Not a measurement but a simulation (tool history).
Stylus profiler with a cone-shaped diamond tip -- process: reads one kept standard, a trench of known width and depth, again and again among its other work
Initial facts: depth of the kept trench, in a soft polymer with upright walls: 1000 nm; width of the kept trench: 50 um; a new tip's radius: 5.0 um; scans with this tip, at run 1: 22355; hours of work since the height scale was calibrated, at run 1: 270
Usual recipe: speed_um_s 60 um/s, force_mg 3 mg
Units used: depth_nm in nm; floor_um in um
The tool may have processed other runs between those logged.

run	day	speed_um_s	force_mg	scans with this tip	hours of work since the height scale was calibrated	depth_nm	floor_um
1	0	60	3	22355	270	1007.44	41.09
2	2.279	60	3	22831	308	1007.74	41.02
3	5.117	60	3	23423	355	1008	40.94
4	6.892	210	3	23793	384	1007.67	40.66
5	8.233	210	3	24072	406	1008.04	40.62
6	10.012	210	2.29	24443	436	1006.54	40.54
7	11.533	60	3	24761	461	1007.87	40.86
8	14.338	60	3	25346	507	1007.98	40.84
9	16.967	21	3	25895	551	1008.1	40.8
10	19.212	21	3	26363	588	1008.49	40.72
11	22.121	60	3	26970	636	1008.22	40.64
12	24.304	60	7.91	27425	672	1014.7	40.61
13	26.283	60	3.22	27838	705	1008.87	40.51
14	27.583	60	3.22	28109	726	1008.88	40.49
15	28.933	60	3.22	28391	748	1008.58	40.49
16	30.142	60	3.22	28643	768	1008.74	40.38
17	32.246	60	1.5	29082	803	1006.32	40.33
18	35.171	165	1.5	29692	851	1006.13	40.02
19	37.504	182	3	30178	890	1008.87	40.01
20	38.867	55	3	30463	913	1008.44	40.27
21	41.538	55	3	31020	957	1009.13	40.27
22	42.975	55	3	31320	980	1008.59	40.13
23	45.271	60	3	31799	1018	1008.67	40.16
24	46.958	20	1.33	32151	1046	1006.27	40.15
25	48.667	203	7.44	32507	1074	1014.71	39.9
26	51.379	143	1.82	33074	1119	1007.25	39.75

What will run 27 give?
27	53.762	143	2.14	33570	1159	?	?

depth_nm: 1007.64 nm
floor_um: 39.74 um
Were there no unlogged condition in the tool, this run, its random variation unchanged, would have produced depth_nm 1004.89 nm, floor_um 43.65 um.
